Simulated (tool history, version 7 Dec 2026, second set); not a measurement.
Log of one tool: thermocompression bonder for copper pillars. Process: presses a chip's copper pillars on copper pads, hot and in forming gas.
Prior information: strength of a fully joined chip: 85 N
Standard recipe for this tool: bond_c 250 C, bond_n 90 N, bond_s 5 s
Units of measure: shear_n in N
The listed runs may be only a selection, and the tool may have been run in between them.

run,hour,bond_c,bond_n,bond_s,shear_n
1,0,250,90,5,62.1
2,9.6,250,90,5,61.7
3,18.1,250,90,5,62.3
4,27.5,250,90,5,61.6
5,32.8,250,90,5,61.1
6,37.6,257,90,5,64.3
7,43.6,257,90,5,64
8,50.5,257,90,5,64.5
9,55.1,257,90,5,63.7
10,63.6,257,90,5,64
11,72,257,90,5,64.2
12,81,257,90,5,64.3
13,89.4,257,90,5,63.8
14,98,250,90,5,60.9
15,106,250,90,5,60.6
16,114.9,250,90,5,61.5
17,123.8,250,90,5,61.1
18,129.2,250,90,5,60.6
19,137.2,250,90,5,60.4
20,146.8,250,90,4,57.3
21,153.2,240,119,14,74.5
# hour 158.1: gauge calibrated
22,158.5,240,119,14,76.5
23,165.4,255,71,14,72.8
24,170.3,255,71,14,72.7
25,179.5,244,71,4,50.3
26,188.8,268,121,4,71.3
27,197.8,271,121,4,71.9
28,201.8,271,121,4,72.2
29,205.9,250,65,5,54.5
30,212.9,250,129,5,68.5
31,222.5,250,77,3,50
32,229,250,78,4,54.6
33,238.4,250,90,3,53.3
34,243.3,250,90,3,53.6
35,247.3,250,90,3,52.8
36,252,272,73,3,58.2
37,258,279,80,5,69.4
38,262.5,279,80,5,69
# hour 264.6: gauge calibrated
39,272.2,279,54,5,63

Branching from run 39: 5 alternative next runs. What would each branch give?
A,278.2,231,122,5,?
B,278.2,250,90,5,?
C,278.2,256,54,5,?
D,278.2,233,90,5,?
E,278.2,224,54,5,?

run,shear_n
A,59.8
B,61.6
C,53
D,53.9
E,39
Stripped of hidden state, with their random variation kept, the same runs would have yielded:
run,shear_n
A,60
B,61.8
C,53.1
D,54.1
E,39.1

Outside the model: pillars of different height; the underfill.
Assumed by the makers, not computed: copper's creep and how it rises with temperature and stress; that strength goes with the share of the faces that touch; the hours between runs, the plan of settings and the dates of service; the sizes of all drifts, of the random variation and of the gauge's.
